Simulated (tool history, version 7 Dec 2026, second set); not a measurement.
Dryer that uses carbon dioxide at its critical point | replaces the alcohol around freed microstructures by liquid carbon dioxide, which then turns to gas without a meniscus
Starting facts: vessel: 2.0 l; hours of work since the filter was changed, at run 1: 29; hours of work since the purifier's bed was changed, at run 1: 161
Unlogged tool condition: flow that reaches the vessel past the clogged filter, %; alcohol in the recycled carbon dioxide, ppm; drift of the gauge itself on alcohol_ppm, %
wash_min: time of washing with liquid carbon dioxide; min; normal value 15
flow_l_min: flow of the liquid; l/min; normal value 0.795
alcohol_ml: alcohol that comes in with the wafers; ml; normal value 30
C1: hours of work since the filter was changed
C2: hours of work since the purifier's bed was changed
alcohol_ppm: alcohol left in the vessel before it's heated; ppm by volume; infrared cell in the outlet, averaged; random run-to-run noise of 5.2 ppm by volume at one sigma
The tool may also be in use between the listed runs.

{"run": 1, "hour": 0.0, "wash_min": 15, "flow_l_min": 0.795, "alcohol_ml": 30, "C1": 29, "C2": 161, "alcohol_ppm": 117}
{"run": 2, "hour": 8.7, "wash_min": 15, "flow_l_min": 0.795, "alcohol_ml": 30, "C1": 32, "C2": 165, "alcohol_ppm": 121}
{"run": 3, "hour": 18.5, "wash_min": 15, "flow_l_min": 0.795, "alcohol_ml": 30, "C1": 36, "C2": 169, "alcohol_ppm": 128}
{"run": 4, "hour": 27.1, "wash_min": 15, "flow_l_min": 0.795, "alcohol_ml": 33, "C1": 40, "C2": 173, "alcohol_ppm": 142}
{"run": 5, "hour": 35.5, "wash_min": 15, "flow_l_min": 0.795, "alcohol_ml": 29, "C1": 44, "C2": 176, "alcohol_ppm": 122}
{"run": 6, "hour": 44.3, "wash_min": 15, "flow_l_min": 0.795, "alcohol_ml": 29, "C1": 47, "C2": 180, "alcohol_ppm": 132}
{"run": 7, "hour": 58.9, "wash_min": 15, "flow_l_min": 0.795, "alcohol_ml": 29, "C1": 53, "C2": 186, "alcohol_ppm": 121}
{"run": 8, "hour": 67.4, "wash_min": 15, "flow_l_min": 0.61, "alcohol_ml": 30, "C1": 57, "C2": 190, "alcohol_ppm": 370}
{"run": 9, "hour": 83.3, "wash_min": 15, "flow_l_min": 0.963, "alcohol_ml": 30, "C1": 64, "C2": 196, "alcohol_ppm": 66}
{"run": 10, "hour": 103.2, "wash_min": 15, "flow_l_min": 0.963, "alcohol_ml": 32, "C1": 72, "C2": 205, "alcohol_ppm": 70}
{"run": 11, "hour": 117.3, "wash_min": 15, "flow_l_min": 0.963, "alcohol_ml": 32, "C1": 78, "C2": 210, "alcohol_ppm": 70}
{"run": 12, "hour": 133.7, "wash_min": 15, "flow_l_min": 0.963, "alcohol_ml": 32, "C1": 85, "C2": 217, "alcohol_ppm": 65}
{"run": 13, "hour": 147.7, "wash_min": 15, "flow_l_min": 0.963, "alcohol_ml": 32, "C1": 91, "C2": 223, "alcohol_ppm": 75}
{"run": 14, "hour": 156.4, "wash_min": 15, "flow_l_min": 0.963, "alcohol_ml": 32, "C1": 94, "C2": 227, "alcohol_ppm": 59}
{"run": 15, "hour": 176.2, "wash_min": 15, "flow_l_min": 0.963, "alcohol_ml": 32, "C1": 103, "C2": 235, "alcohol_ppm": 76}
{"run": 16, "hour": 191.7, "wash_min": 15, "flow_l_min": 0.795, "alcohol_ml": 45, "C1": 109, "C2": 242, "alcohol_ppm": 207}
{"run": 17, "hour": 206.9, "wash_min": 16, "flow_l_min": 0.795, "alcohol_ml": 30, "C1": 115, "C2": 248, "alcohol_ppm": 120}
{"run": 18, "hour": 216.0, "wash_min": 16, "flow_l_min": 0.757, "alcohol_ml": 30, "C1": 119, "C2": 252, "alcohol_ppm": 153}

What does the tool deliver on the next run?
{"run": 19, "hour": 231.6, "wash_min": 16, "flow_l_min": 0.757, "alcohol_ml": 30, "C1": 126, "C2": 258, "alcohol_ppm": "?"}

alcohol_ppm: 144 ppm by volume
Take away the tool's hidden state, keep the run-to-run variation as it was, and the same run would have given alcohol_ppm 97 ppm by volume.
